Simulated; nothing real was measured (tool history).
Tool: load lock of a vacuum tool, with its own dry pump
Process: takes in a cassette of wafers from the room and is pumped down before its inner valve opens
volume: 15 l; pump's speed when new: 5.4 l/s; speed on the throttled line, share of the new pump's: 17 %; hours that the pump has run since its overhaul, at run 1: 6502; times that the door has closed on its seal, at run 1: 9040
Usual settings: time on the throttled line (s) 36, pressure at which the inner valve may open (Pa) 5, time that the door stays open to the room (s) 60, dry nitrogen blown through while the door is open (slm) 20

run,hour,time on the throttled line (s),pressure at which the inner valve may open (Pa),time that the door stays open to the room (s),dry nitrogen blown through while the door is open (slm),hours that the pump has run since its overhaul,times that the door has closed on its seal,"incoming humidity of the room's air, %",time from the closed door until the inner valve may open (s),rise of the pressure with all valves shut (Pa/min)
1,0.0,36,5,60,20,6502,9040,47.7,60.5,0.086
2,392.9,36,5,60,20,6894,10130,47.1,60.3,0.092
3,579.8,36,5,60,20,7081,10649,46.1,60.1,0.093
4,905.5,36,5,172,20,7407,11554,46.2,61.0,0.118
5,1101.6,36,5,172,20,7603,12098,46.6,60.6,0.117
6,1365.8,36,5,60,24,7867,12831,45.1,60.7,0.093
7,1754.0,36,5,60,24,8256,13909,44.9,61.2,0.101
8,2030.3,57,5,60,20,8532,14676,46.7,77.9,0.108
9,2411.5,36,5,60,20,8913,15735,45.2,61.5,0.120
10,2735.7,36,5,60,20,9237,16635,42.2,60.9,0.120
11,3001.4,36,5,60,20,9503,17372,44.7,61.2,0.123
12,3378.6,36,5,60,30,9880,18419,44.1,61.6,0.124
13,3695.1,36,5,60,30,10197,19298,48.0,61.2,0.131
14,4089.6,36,5,60,30,10591,20393,43.6,61.4,0.142
15,4316.1,23,5,60,30,10818,21022,44.6,51.9,0.142
16,4667.2,23,5,187,30,11169,21997,44.4,51.9,0.161
17,4944.2,23,5,187,30,11446,22766,41.6,52.1,0.172
18,5331.2,23,5,187,30,11833,23840,43.4,52.6,0.178
19,5554.6,36,5,105,20,12056,24461,46.2,62.9,0.192
20,5780.1,36,5,42,10,12282,25087,43.1,62.7,0.185
21,6047.2,36,5,60,29,12549,25828,43.6,62.8,0.174
22,6294.4,67,8,43,5,12796,26514,46.0,86.4,0.209
# hour 6376.6: door's seal changed, seat wiped
23,6528.5,67,8,43,5,13029,421,42.5,85.8,0.074
24,6747.1,67,8,43,5,13247,1028,44.1,85.9,0.078
25,7024.9,48,5,52,7,13525,1799,48.2,72.7,0.087
26,7366.5,48,5,52,7,13867,2748,49.6,72.2,0.091
# hour 7568.9: dry pump taken out, an overhauled one fitted
27,7753.2,48,5,52,7,184,3805,49.1,68.6,0.094
28,8136.8,48,6,226,14,568,4870,46.4,67.5,0.116
29,8469.0,21,6,226,14,900,5792,46.2,45.1,0.119
30,8713.0,28,5,107,11,1144,6469,45.4,51.9,0.096
31,8995.1,28,7,107,11,1426,7252,45.2,50.3,0.102
32,9269.3,29,6,27,28,1700,8014,46.2,52.0,0.069
33,9441.9,29,6,27,28,1873,8493,46.1,52.2,0.070
34,9620.4,21,5,93,36,2052,8988,44.8,46.6,0.081
35,9965.6,21,5,93,36,2397,9947,42.5,46.7,0.081
36,10197.5,21,5,55,20,2629,10591,45.8,47.2,0.096

Hidden state or all else? Some run-to-run changes of time from the closed door until the inner valve may open (s), split into what the settings, what came in and random variation would give without the hidden state, and what is left for the hidden state (with any gauge scatter that isn't in both results):
The hidden state here: pump's speed, % of a new pump's; leak at the door's seal, Pa l/s; drift of the gauge itself on ready_s, %; drift of the gauge itself on rise_pa_min, %.
Run 7 -> 8: time on the throttled line (s) 36 -> 57, dry nitrogen blown through while the door is open (slm) 24 -> 20. time from the closed door until the inner valve may open (s) +16.7: hidden state -0.4, all else +17.1.
Run 21 -> 22: time on the throttled line (s) 36 -> 67, pressure at which the inner valve may open (Pa) 5 -> 8, time that the door stays open to the room (s) 60 -> 43, dry nitrogen blown through while the door is open (slm) 29 -> 5. time from the closed door until the inner valve may open (s) +23.6: hidden state -1.6, all else +25.2.
Run 24 -> 25: time on the throttled line (s) 67 -> 48, pressure at which the inner valve may open (Pa) 8 -> 5, time that the door stays open to the room (s) 43 -> 52, dry nitrogen blown through while the door is open (slm) 5 -> 7. time from the closed door until the inner valve may open (s) -13.2: hidden state +1.4, all else -14.6.
Run 26 -> 27: dry pump taken out, an overhauled one fitted. time from the closed door until the inner valve may open (s) -3.6: hidden state -5.1, all else +1.5.
Run 28 -> 29: time on the throttled line (s) 48 -> 21. time from the closed door until the inner valve may open (s) -22.4: hidden state +0.3, all else -22.7.
